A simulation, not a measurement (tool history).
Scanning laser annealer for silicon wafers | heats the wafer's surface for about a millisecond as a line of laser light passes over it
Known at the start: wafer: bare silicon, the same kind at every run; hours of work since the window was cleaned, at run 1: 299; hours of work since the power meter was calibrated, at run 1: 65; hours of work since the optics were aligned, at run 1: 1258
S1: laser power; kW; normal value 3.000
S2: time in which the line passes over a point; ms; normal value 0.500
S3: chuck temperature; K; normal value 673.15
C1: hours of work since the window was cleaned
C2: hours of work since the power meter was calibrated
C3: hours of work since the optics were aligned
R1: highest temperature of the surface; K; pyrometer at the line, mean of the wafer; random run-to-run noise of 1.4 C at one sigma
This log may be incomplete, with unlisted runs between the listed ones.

run,hour,S1,S2,S3,C1,C2,C3,R1
1,0.0,3.000,0.500,673.15,299,65,1258,1383.15
2,5.1,3.000,0.500,673.15,303,69,1262,1385.15
3,15.1,3.000,0.500,673.15,311,76,1269,1384.15
4,25.0,3.000,0.500,673.15,318,84,1277,1381.15
5,29.8,3.000,0.500,635.15,322,88,1280,1347.15
6,39.8,3.000,0.500,635.15,329,95,1288,1345.15
7,45.2,3.000,0.500,635.15,333,99,1292,1340.15
8,54.9,3.000,0.520,673.15,341,106,1299,1397.15
9,59.5,2.600,0.500,673.15,344,110,1303,1285.15
10,67.1,3.172,0.500,673.15,350,116,1309,1423.15
11,75.8,3.000,0.500,673.15,357,122,1315,1378.15
12,81.9,2.587,0.500,673.15,361,127,1320,1277.15
13,89.4,2.587,0.500,673.15,367,133,1325,1277.15
14,96.8,3.000,0.500,673.15,372,138,1331,1378.15
15,104.8,3.000,0.500,673.15,378,144,1337,1379.15
16,113.3,3.000,0.500,673.15,385,151,1343,1381.15
17,121.3,3.000,0.500,673.15,391,157,1349,1377.15
18,125.7,3.000,0.500,673.15,394,160,1353,1378.15
19,135.0,3.000,0.500,673.15,401,167,1360,1377.15
20,139.5,3.000,0.500,673.15,405,170,1363,1378.15
21,144.6,3.000,0.500,673.15,409,174,1367,1378.15
22,154.8,3.000,0.500,673.15,416,182,1375,1377.15
23,159.5,3.000,0.517,668.15,420,185,1378,1384.15
# hour 168.6: window over the wafer cleaned
24,170.1,3.000,0.517,668.15,1,192,1385,1404.15
25,176.8,3.000,0.517,668.15,6,197,1390,1404.15
26,181.3,2.581,0.517,638.15,10,200,1393,1264.15
27,188.1,3.228,0.596,660.15,15,206,1398,1520.15
28,196.4,3.228,0.483,660.15,21,212,1405,1423.15
29,206.2,3.022,0.468,702.15,28,219,1412,1398.15
30,211.7,3.000,0.385,673.15,33,223,1416,1292.15
31,216.0,2.864,0.571,709.15,36,227,1419,1449.15
32,222.3,2.605,0.440,709.15,41,231,1424,1286.15
33,228.6,2.605,0.440,709.15,45,236,1429,1285.15
34,235.6,3.095,0.420,709.15,51,241,1434,1380.15
35,243.3,2.751,0.450,637.15,56,247,1440,1255.15
36,253.8,2.751,0.450,637.15,64,255,1448,1252.15
37,258.1,2.751,0.538,637.15,68,258,1451,1320.15
38,263.6,2.986,0.475,673.15,72,263,1455,1367.15
39,272.3,3.194,0.363,673.15,78,269,1462,1310.15
40,277.8,3.199,0.363,655.15,82,273,1466,1291.15
41,282.9,2.812,0.609,655.15,86,277,1470,1403.15

What would each run have given without the hidden state, its run-to-run variation left as it was?
The tool's hidden condition here consists of: light that passes the window, % of a clean one's; laser's true power over the reading, %; width of the line over the set one, %; drift of the gauge itself on peak_c, C.
run,R1
1,1413.15
2,1415.15
3,1414.15
4,1412.15
5,1379.15
6,1376.15
7,1372.15
8,1430.15
9,1313.15
10,1457.15
11,1411.15
12,1305.15
13,1306.15
14,1412.15
15,1414.15
16,1415.15
17,1411.15
18,1413.15
19,1413.15
20,1414.15
21,1414.15
22,1413.15
23,1421.15
24,1424.15
25,1423.15
26,1281.15
27,1543.15
28,1445.15
29,1418.15
30,1310.15
31,1471.15
32,1303.15
33,1302.15
34,1400.15
35,1275.15
36,1271.15
37,1342.15
38,1389.15
39,1331.15
40,1312.15
41,1428.15

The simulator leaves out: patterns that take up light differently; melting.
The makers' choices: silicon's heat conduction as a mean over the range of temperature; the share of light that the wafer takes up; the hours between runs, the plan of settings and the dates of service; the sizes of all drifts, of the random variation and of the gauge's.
